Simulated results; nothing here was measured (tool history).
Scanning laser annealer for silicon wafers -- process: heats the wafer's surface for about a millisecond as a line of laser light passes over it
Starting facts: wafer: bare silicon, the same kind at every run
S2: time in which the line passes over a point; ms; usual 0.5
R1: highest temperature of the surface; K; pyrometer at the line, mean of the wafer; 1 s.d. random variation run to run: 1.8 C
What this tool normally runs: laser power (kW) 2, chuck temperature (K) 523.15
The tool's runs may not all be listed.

{"run": 1, "hour": 0.0, "laser power (kW)": 2, "S2": 0.5, "chuck temperature (K)": 523.15, "R1": 1204.15}
{"run": 2, "hour": 12.4, "laser power (kW)": 2, "S2": 0.5, "chuck temperature (K)": 523.15, "R1": 1212.15}
{"run": 3, "hour": 29.7, "laser power (kW)": 2, "S2": 0.618, "chuck temperature (K)": 523.15, "R1": 1290.15}
{"run": 4, "hour": 51.9, "laser power (kW)": 2, "S2": 0.618, "chuck temperature (K)": 523.15, "R1": 1290.15}
{"run": 5, "hour": 69.8, "laser power (kW)": 2, "S2": 0.5, "chuck temperature (K)": 528.15, "R1": 1213.15}
{"run": 6, "hour": 89.8, "laser power (kW)": 2, "S2": 0.5, "chuck temperature (K)": 528.15, "R1": 1211.15}
{"run": 7, "hour": 104.4, "laser power (kW)": 1.855, "S2": 0.5, "chuck temperature (K)": 523.15, "R1": 1159.15}
{"run": 8, "hour": 119.9, "laser power (kW)": 2, "S2": 0.5, "chuck temperature (K)": 523.15, "R1": 1206.15}
{"run": 9, "hour": 139.2, "laser power (kW)": 2, "S2": 0.5, "chuck temperature (K)": 523.15, "R1": 1205.15}
{"run": 10, "hour": 160.9, "laser power (kW)": 2, "S2": 0.5, "chuck temperature (K)": 551.15, "R1": 1234.15}
{"run": 11, "hour": 182.4, "laser power (kW)": 2, "S2": 0.417, "chuck temperature (K)": 523.15, "R1": 1143.15}
{"run": 12, "hour": 203.7, "laser power (kW)": 2, "S2": 0.5, "chuck temperature (K)": 523.15, "R1": 1207.15}
{"run": 13, "hour": 216.0, "laser power (kW)": 2, "S2": 0.5, "chuck temperature (K)": 523.15, "R1": 1207.15}
{"run": 14, "hour": 238.1, "laser power (kW)": 2, "S2": 0.5, "chuck temperature (K)": 523.15, "R1": 1205.15}
{"run": 15, "hour": 258.8, "laser power (kW)": 2, "S2": 0.5, "chuck temperature (K)": 523.15, "R1": 1206.15}
{"run": 16, "hour": 277.2, "laser power (kW)": 2, "S2": 0.5, "chuck temperature (K)": 523.15, "R1": 1203.15}
{"run": 17, "hour": 297.4, "laser power (kW)": 2, "S2": 0.5, "chuck temperature (K)": 523.15, "R1": 1203.15}
{"run": 18, "hour": 308.0, "laser power (kW)": 1.938, "S2": 0.5, "chuck temperature (K)": 523.15, "R1": 1183.15}
{"run": 19, "hour": 321.4, "laser power (kW)": 2, "S2": 0.5, "chuck temperature (K)": 497.15, "R1": 1175.15}
{"run": 20, "hour": 342.8, "laser power (kW)": 2, "S2": 0.5, "chuck temperature (K)": 497.15, "R1": 1174.15}
{"run": 21, "hour": 357.5, "laser power (kW)": 2.082, "S2": 0.5, "chuck temperature (K)": 523.15, "R1": 1228.15}
{"run": 22, "hour": 374.5, "laser power (kW)": 2.082, "S2": 0.5, "chuck temperature (K)": 554.15, "R1": 1258.15}
{"run": 23, "hour": 396.1, "laser power (kW)": 1.881, "S2": 0.437, "chuck temperature (K)": 532.15, "R1": 1127.15}
{"run": 24, "hour": 412.4, "laser power (kW)": 1.881, "S2": 0.437, "chuck temperature (K)": 532.15, "R1": 1127.15}
{"run": 25, "hour": 431.1, "laser power (kW)": 1.881, "S2": 0.502, "chuck temperature (K)": 538.15, "R1": 1178.15}
{"run": 26, "hour": 449.0, "laser power (kW)": 2.14, "S2": 0.61, "chuck temperature (K)": 558.15, "R1": 1361.15}
{"hour": 473.0, "done": "window over the wafer cleaned"}
{"run": 27, "hour": 473.6, "laser power (kW)": 2.02, "S2": 0.5, "chuck temperature (K)": 523.15, "R1": 1216.15}
{"run": 28, "hour": 494.4, "laser power (kW)": 2.02, "S2": 0.5, "chuck temperature (K)": 523.15, "R1": 1217.15}
{"hour": 501.2, "done": "optics aligned, line set to its width"}
{"run": 29, "hour": 515.1, "laser power (kW)": 2.02, "S2": 0.5, "chuck temperature (K)": 523.15, "R1": 1214.15}
{"run": 30, "hour": 537.2, "laser power (kW)": 2.158, "S2": 0.5, "chuck temperature (K)": 514.15, "R1": 1251.15}
{"run": 31, "hour": 546.9, "laser power (kW)": 2.151, "S2": 0.548, "chuck temperature (K)": 484.15, "R1": 1253.15}
{"run": 32, "hour": 558.5, "laser power (kW)": 2.151, "S2": 0.548, "chuck temperature (K)": 484.15, "R1": 1252.15}
{"hour": 569.0, "done": "optics aligned, line set to its width, once more"}
{"run": 33, "hour": 580.7, "laser power (kW)": 2.151, "S2": 0.548, "chuck temperature (K)": 484.15, "R1": 1272.15}
{"run": 34, "hour": 591.3, "laser power (kW)": 1.9, "S2": 0.548, "chuck temperature (K)": 561.15, "R1": 1262.15}
{"run": 35, "hour": 604.8, "laser power (kW)": 2.132, "S2": 0.427, "chuck temperature (K)": 523.15, "R1": 1205.15}
{"run": 36, "hour": 624.3, "laser power (kW)": 1.781, "S2": 0.5, "chuck temperature (K)": 516.15, "R1": 1145.15}
{"run": 37, "hour": 638.6, "laser power (kW)": 1.892, "S2": 0.5, "chuck temperature (K)": 523.15, "R1": 1185.15}
{"run": 38, "hour": 661.5, "laser power (kW)": 1.864, "S2": 0.562, "chuck temperature (K)": 523.15, "R1": 1219.15}
{"run": 39, "hour": 681.9, "laser power (kW)": 1.838, "S2": 0.45, "chuck temperature (K)": 523.15, "R1": 1134.15}
{"run": 40, "hour": 697.9, "laser power (kW)": 2, "S2": 0.522, "chuck temperature (K)": 526.15, "R1": 1240.15}

Forecast each of these 4 alternatives for the next run:
{"run": "A", "hour": 712.4, "laser power (kW)": 1.842, "S2": 0.505, "chuck temperature (K)": 500.15, "R1": "?"}
{"run": "B", "hour": 712.4, "laser power (kW)": 2, "S2": 0.438, "chuck temperature (K)": 523.15, "R1": "?"}
{"run": "C", "hour": 712.4, "laser power (kW)": 2, "S2": 0.522, "chuck temperature (K)": 506.15, "R1": "?"}
{"run": "D", "hour": 712.4, "laser power (kW)": 1.885, "S2": 0.395, "chuck temperature (K)": 526.15, "R1": "?"}

run=A R1=1150.15
run=B R1=1170.15
run=C R1=1216.15
run=D R1=1107.15
With the hidden condition removed and each run's random variation left untouched, the same runs would have given:
run=A R1=1153.15
run=B R1=1173.15
run=C R1=1220.15
run=D R1=1110.15
